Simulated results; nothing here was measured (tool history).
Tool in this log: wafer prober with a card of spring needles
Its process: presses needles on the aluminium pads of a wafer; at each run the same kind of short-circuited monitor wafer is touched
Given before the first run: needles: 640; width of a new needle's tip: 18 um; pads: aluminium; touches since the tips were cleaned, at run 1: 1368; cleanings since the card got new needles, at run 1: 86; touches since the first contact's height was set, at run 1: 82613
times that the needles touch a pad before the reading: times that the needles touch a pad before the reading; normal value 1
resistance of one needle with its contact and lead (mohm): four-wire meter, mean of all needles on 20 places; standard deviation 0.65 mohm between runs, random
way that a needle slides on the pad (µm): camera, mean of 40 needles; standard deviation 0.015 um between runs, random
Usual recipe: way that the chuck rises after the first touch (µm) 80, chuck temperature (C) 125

run,day,way that the chuck rises after the first touch (µm),chuck temperature (C),times that the needles touch a pad before the reading,touches since the tips were cleaned,cleanings since the card got new needles,touches since the first contact's height was set,resistance of one needle with its contact and lead (mohm),way that a needle slides on the pad (µm)
1,0,80,125,1,1368,86,82613,187.4,16.81
# day 0.312: tips cleaned on abrasive film
# day 0.704: tips cleaned on abrasive film
2,0.704,80,54,1,0,88,89704,173,16.87
# day 1.129: tips cleaned on abrasive film
# day 1.5: tips cleaned on abrasive film
# day 1.871: tips cleaned on abrasive film
3,2.012,80,54,1,1445,91,102940,172.9,16.9
# day 2.246: tips cleaned on abrasive film
# day 2.667: tips cleaned on abrasive film
# day 3.033: tips cleaned on abrasive film
4,3.175,80,54,1,1484,94,114708,173.1,16.86
# day 3.421: tips cleaned on abrasive film
# day 3.842: tips cleaned on abrasive film
5,4.075,80,44,1,2381,96,123776,171.9,16.87
# day 4.229: tips cleaned on abrasive film
# day 4.5: height of the first contact set anew
# day 4.667: tips cleaned on abrasive film
# day 5.046: tips cleaned on abrasive film
6,5.188,80,44,1,1461,99,6943,173.2,16.87
# day 5.412: tips cleaned on abrasive film
# day 5.788: tips cleaned on abrasive film
# day 6.229: tips cleaned on abrasive film
7,6.346,80,44,1,1190,102,18647,174,16.89
# day 6.65: tips cleaned on abrasive film
# day 7.029: tips cleaned on abrasive film
# day 7.412: tips cleaned on abrasive film
8,7.542,80,44,1,1337,105,30740,172.5,16.85
# day 7.783: tips cleaned on abrasive film
# day 8.225: tips cleaned on abrasive film
9,8.579,80,44,1,3615,107,41222,173.4,16.85
# day 8.675: tips cleaned on abrasive film
# day 9.096: tips cleaned on abrasive film
# day 9.462: tips cleaned on abrasive film
# day 9.867: tips cleaned on abrasive film
10,9.871,80,44,1,12,111,54227,173.3,16.88
# day 10.267: tips cleaned on abrasive film
# day 10.696: tips cleaned on abrasive film
11,11.05,80,44,1,3632,113,66211,175.4,16.86
# day 11.146: tips cleaned on abrasive film
# day 11.575: tips cleaned on abrasive film
# day 12.017: tips cleaned on abrasive film
12,12.025,85,125,1,73,116,76034,188.2,17.91
# day 12.454: tips cleaned on abrasive film
13,12.779,85,125,1,3292,117,83675,189.7,17.92
# day 12.871: tips cleaned on abrasive film
# day 13.312: tips cleaned on abrasive film
14,13.492,80,125,1,1824,119,90855,188.8,16.84
# day 13.7: tips cleaned on abrasive film
# day 14.133: tips cleaned on abrasive film
# day 14.558: tips cleaned on abrasive film
15,14.6,63,125,1,393,122,102045,192.1,13.28
# day 14.933: tips cleaned on abrasive film
# day 15.321: tips cleaned on abrasive film
# day 15.754: tips cleaned on abrasive film
16,15.758,63,125,1,72,125,113781,192.7,13.27
# day 16.158: tips cleaned on abrasive film
# day 16.592: tips cleaned on abrasive film
17,16.9,78,83,2,3143,127,125325,182.9,16.42
# day 16.992: tips cleaned on abrasive film
# day 17.133: height of the first contact set anew
# day 17.433: tips cleaned on abrasive film
# day 17.858: tips cleaned on abrasive film
18,17.862,84,31,3,39,130,7359,171.8,17.72
# day 18.254: tips cleaned on abrasive film
# day 18.671: tips cleaned on abrasive film
19,18.854,84,31,3,1889,132,17422,171.7,17.72
# day 19.083: tips cleaned on abrasive film
# day 19.45: tips cleaned on abrasive film
20,19.646,87,70,2,2021,134,25415,178.6,18.34
# day 19.904: tips cleaned on abrasive film
# day 20.317: tips cleaned on abrasive film
21,20.454,93,92,1,1407,136,33568,183,19.62
# day 20.729: tips cleaned on abrasive film
# day 21.146: tips cleaned on abrasive film
22,21.196,93,92,1,510,138,41054,182.9,19.63
# day 21.554: tips cleaned on abrasive film
# day 22.004: tips cleaned on abrasive film
23,22.229,68,35,1,2296,140,51538,174.5,14.32
# day 22.4: tips cleaned on abrasive film
# day 22.829: tips cleaned on abrasive film
24,23.167,80,35,1,3430,142,61000,174.1,16.85
# day 23.229: tips cleaned on abrasive film
# day 23.675: tips cleaned on abrasive film
# day 24.042: tips cleaned on abrasive film
25,24.242,83,77,2,2060,145,71882,182.5,17.51
# day 24.408: tips cleaned on abrasive film
# day 24.792: tips cleaned on abrasive film
26,25.017,83,77,2,2329,147,79702,182.1,17.5
# day 25.196: tips cleaned on abrasive film
# day 25.375: gauge calibrated
# day 25.642: tips cleaned on abrasive film
27,25.842,68,41,2,2053,149,88021,172.9,14.32
# day 26.017: tips cleaned on abrasive film
# day 26.383: tips cleaned on abrasive film
# day 26.804: tips cleaned on abrasive film
28,27.017,74,51,1,2169,152,99915,173.4,15.59
# day 27.204: tips cleaned on abrasive film
# day 27.617: tips cleaned on abrasive film
# day 28.058: tips cleaned on abrasive film
29,28.192,99,122,2,1360,155,111770,183.7,20.86

Difference, measured minus no-hidden-state, one row per run. Run-to-run variation is common to both terms; the gauge's own scatter need not be:
The tool's hidden condition here consists of: debris on the tips, nm; way that the needles fall short of the set height, um; tips' diameter, um; drift of the gauge itself on contact_mohm, %; drift of the gauge itself on scrub_um, %.
run,resistance of one needle with its contact and lead (mohm)
1,+0.2
2,+0.2
3,+0.6
4,+0.8
5,+1.1
6,+1.2
7,+1.3
8,+1.6
9,+1.9
10,+1.9
11,+2.4
12,+2.5
13,+2.9
14,+2.9
15,+3.2
16,+3.3
17,+3.5
18,+3.3
19,+3.5
20,+3.9
21,+4.1
22,+4.2
23,+4.5
24,+4.7
25,+4.8
26,+5
27,+0.3
28,+0.6
29,+0.7
way that a needle slides on the pad (µm) without the hidden state stays within 0.01 of what was measured, in all runs.
